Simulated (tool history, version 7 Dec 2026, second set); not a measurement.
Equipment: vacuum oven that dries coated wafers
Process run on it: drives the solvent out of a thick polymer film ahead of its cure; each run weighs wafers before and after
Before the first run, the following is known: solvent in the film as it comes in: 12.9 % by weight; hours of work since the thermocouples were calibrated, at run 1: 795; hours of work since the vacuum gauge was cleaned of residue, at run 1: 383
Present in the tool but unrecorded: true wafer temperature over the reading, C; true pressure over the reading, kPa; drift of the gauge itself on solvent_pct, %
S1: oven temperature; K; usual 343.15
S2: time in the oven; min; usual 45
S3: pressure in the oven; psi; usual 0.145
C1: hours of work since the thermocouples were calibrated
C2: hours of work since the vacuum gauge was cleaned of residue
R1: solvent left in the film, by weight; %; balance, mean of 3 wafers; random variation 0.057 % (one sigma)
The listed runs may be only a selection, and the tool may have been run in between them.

run	hour	S1	S2	S3	C1	C2	R1
1	0.0	343.15	45	0.145	795	383	3.28
2	15.6	343.15	45	0.145	802	390	3.19
# hour 25.1: oven's thermocouples calibrated
3	31.7	343.15	45	0.145	3	396	2.93
4	46.9	342.15	45	0.145	10	403	3.25
5	68.0	343.15	39	0.145	20	413	3.41
6	83.6	343.15	45	0.145	27	420	3.07
7	93.4	343.15	45	0.145	31	424	2.95
8	111.6	343.15	45	0.145	39	433	2.95
9	132.9	343.15	45	0.319	49	442	4.68
10	145.9	333.15	45	0.319	55	448	7.53
11	156.7	343.15	45	0.207	60	453	3.51
12	172.0	350.15	45	0.145	67	460	1.84
13	194.5	350.15	45	0.145	77	470	1.90
14	213.2	350.15	45	0.145	86	479	1.87
15	222.3	343.15	45	0.145	90	483	3.04
16	241.0	343.15	45	0.155	98	492	3.19
17	254.3	343.15	45	0.155	105	498	3.20
18	265.0	343.15	45	0.155	109	503	3.12
19	280.0	343.15	45	0.155	116	509	3.06
20	300.1	343.15	45	0.155	125	519	3.07
21	311.0	343.15	45	0.155	130	523	3.16
22	329.3	343.15	45	0.145	139	532	3.02
23	344.4	343.15	45	0.145	146	539	3.06
24	356.8	343.15	63	0.129	151	544	2.22
25	377.5	355.15	39	0.104	161	554	1.30
26	393.0	355.15	56	0.104	168	561	0.94
27	412.7	343.15	30	0.120	177	570	4.01
28	425.5	343.15	30	0.120	183	576	4.00
29	437.9	350.15	45	0.099	188	581	1.52
30	452.0	350.15	45	0.099	195	588	1.54
31	463.3	347.15	34	0.078	200	593	2.55
32	480.3	334.15	37	0.090	208	601	5.11
33	494.6	332.15	70	0.090	214	607	3.41
34	506.4	340.15	45	0.247	220	613	4.79
35	522.6	338.15	25	0.074	227	620	5.29
36	538.7	342.15	27	0.236	234	627	5.76
37	554.5	338.15	39	0.155	241	635	4.74
38	566.9	343.15	23	0.145	247	640	5.22
39	585.5	344.15	76	0.145	256	649	2.08
40	595.4	356.15	55	0.302	260	653	2.19
41	613.1	343.15	39	0.167	268	661	3.73
42	633.7	345.15	48	0.186	278	671	2.99
43	651.1	356.15	45	0.145	286	679	1.34
44	667.2	346.15	36	0.206	293	686	3.60
45	678.0	332.15	57	0.392	298	691	8.64
46	699.2	332.15	57	0.392	307	701	8.88

Some steps in R1, run to run, broken into two amounts with sign: the step expected even without the hidden condition (settings, incoming material, random variation), and the rest, left for the hidden condition together with whatever gauge scatter is not in both the measured and the hidden-condition-free result:
Run 2 -> 3: oven's thermocouples calibrated. R1 -0.26 %: hidden state -0.26, all else +0.00.
Run 10 -> 11: S1 333.15 -> 343.15, S3 0.319 -> 0.207. R1 -4.02 %: hidden state -0.07, all else -3.95.
Run 38 -> 39: S1 343.15 -> 344.15, S2 23 -> 76. R1 -3.14 %: hidden state -0.02, all else -3.12.
Run 40 -> 41: S1 356.15 -> 343.15, S2 55 -> 39, S3 0.302 -> 0.167. R1 +1.54 %: hidden state +0.13, all else +1.41.
Run 44 -> 45: S1 346.15 -> 332.15, S2 36 -> 57, S3 0.206 -> 0.392. R1 +5.04 %: hidden state +0.22, all else +4.82.
